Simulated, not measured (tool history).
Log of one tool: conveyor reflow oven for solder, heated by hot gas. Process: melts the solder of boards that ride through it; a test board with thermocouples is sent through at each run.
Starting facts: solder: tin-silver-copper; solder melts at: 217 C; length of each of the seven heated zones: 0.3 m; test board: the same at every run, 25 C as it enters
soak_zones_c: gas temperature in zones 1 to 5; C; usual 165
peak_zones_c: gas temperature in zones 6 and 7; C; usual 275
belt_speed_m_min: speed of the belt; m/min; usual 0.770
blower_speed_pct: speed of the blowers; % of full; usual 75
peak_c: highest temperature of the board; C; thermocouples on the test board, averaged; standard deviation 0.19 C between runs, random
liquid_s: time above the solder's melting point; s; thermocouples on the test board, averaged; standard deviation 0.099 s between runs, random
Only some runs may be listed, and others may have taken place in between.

Run 1, hour 0.0: usual settings. Result: peak_c 254.7 C, liquid_s 34.01 s.
Run 2, hour 56.8: usual settings. Result: peak_c 254.5 C, liquid_s 33.84 s.
Run 3, hour 93.6: usual settings but blower_speed_pct 76 % of full. Result: peak_c 254.4 C, liquid_s 33.88 s.
At hour 127.9: flux residue cleaned out of gas plates and filters.
Run 4, hour 149.8: usual settings but blower_speed_pct 76 % of full. Result: peak_c 257.1 C, liquid_s 35.23 s.
Run 5, hour 204.8: usual settings but belt_speed_m_min 0.822 m/min, blower_speed_pct 76 % of full. Result: peak_c 253.9 C, liquid_s 31.68 s.
Run 6, hour 245.1: usual settings. Result: peak_c 256.1 C, liquid_s 34.90 s.
Run 7, hour 273.8: usual settings but soak_zones_c 179 C. Result: peak_c 258.7 C, liquid_s 38.78 s.
Run 8, hour 314.0: usual settings but soak_zones_c 179 C. Result: peak_c 258.7 C, liquid_s 38.73 s.
Run 9, hour 354.9: usual settings but blower_speed_pct 73 % of full. Result: peak_c 255.4 C, liquid_s 34.31 s.
Run 10, hour 392.4: usual settings but blower_speed_pct 73 % of full. Result: peak_c 255.4 C, liquid_s 34.13 s.
Run 11, hour 419.0: usual settings but blower_speed_pct 73 % of full. Result: peak_c 255.3 C, liquid_s 34.07 s.
Run 12, hour 463.7: usual settings but soak_zones_c 173 C, peak_zones_c 265 C. Result: peak_c 248.6 C, liquid_s 33.05 s.
Run 13, hour 514.3: usual settings but peak_zones_c 265 C, belt_speed_m_min 0.697 m/min. Result: peak_c 250.3 C, liquid_s 36.13 s.
Run 14, hour 550.2: usual settings but peak_zones_c 265 C, belt_speed_m_min 0.697 m/min. Result: peak_c 250.3 C, liquid_s 36.20 s.
At hour 558.3: belt drive overhauled, speed set with a stopwatch.
At hour 567.8: thermocouples of zones 6 and 7 changed.
Run 15, hour 616.0: usual settings but peak_zones_c 270 C. Result: peak_c 249.7 C, liquid_s 31.84 s.
Run 16, hour 656.6: usual settings but peak_zones_c 284 C, belt_speed_m_min 0.835 m/min, blower_speed_pct 76 % of full. Result: peak_c 258.0 C, liquid_s 32.68 s.
Run 17, hour 688.5: usual settings but peak_zones_c 284 C, belt_speed_m_min 0.872 m/min, blower_speed_pct 76 % of full. Result: peak_c 255.8 C, liquid_s 30.28 s.
At hour 707.9: flux residue cleaned out of gas plates and filters.
Run 18, hour 728.2: usual settings but peak_zones_c 288 C. Result: peak_c 267.1 C, liquid_s 39.12 s.
At hour 757.9: belt drive overhauled, speed set with a stopwatch, once more.
Run 19, hour 785.3: usual settings but peak_zones_c 288 C. Result: peak_c 266.2 C, liquid_s 38.33 s.
Run 20, hour 844.5: usual settings but peak_zones_c 288 C. Result: peak_c 266.1 C, liquid_s 38.05 s.
Run 21, hour 902.0: usual settings but peak_zones_c 288 C. Result: peak_c 266.1 C, liquid_s 38.33 s.
Run 22, hour 953.7: usual settings but soak_zones_c 156 C, peak_zones_c 284 C, belt_speed_m_min 0.666 m/min. Result: peak_c 266.8 C, liquid_s 42.97 s.

Alternative continuations, all from the tool just after run 22; predict every row:
Run A, hour 1005.5: usual settings but soak_zones_c 172 C, peak_zones_c 268 C. Result: peak_c ?, liquid_s ?.
Run B, hour 1005.5: usual settings but soak_zones_c 155 C, peak_zones_c 277 C, belt_speed_m_min 0.820 m/min. Result: peak_c ?, liquid_s ?.
Run C, hour 1005.5: usual settings but soak_zones_c 156 C, peak_zones_c 276 C, belt_speed_m_min 0.666 m/min, blower_speed_pct 51 % of full. Result: peak_c ?, liquid_s ?.

run  peak_c  liquid_s
  A   249.7     33.08
  B   251.5     28.24
  C   250.7     34.63
With no hidden state in the tool, these same runs would have given:
run  peak_c  liquid_s
  A   250.8     33.75
  B   253.1     29.03
  C   251.7     35.25
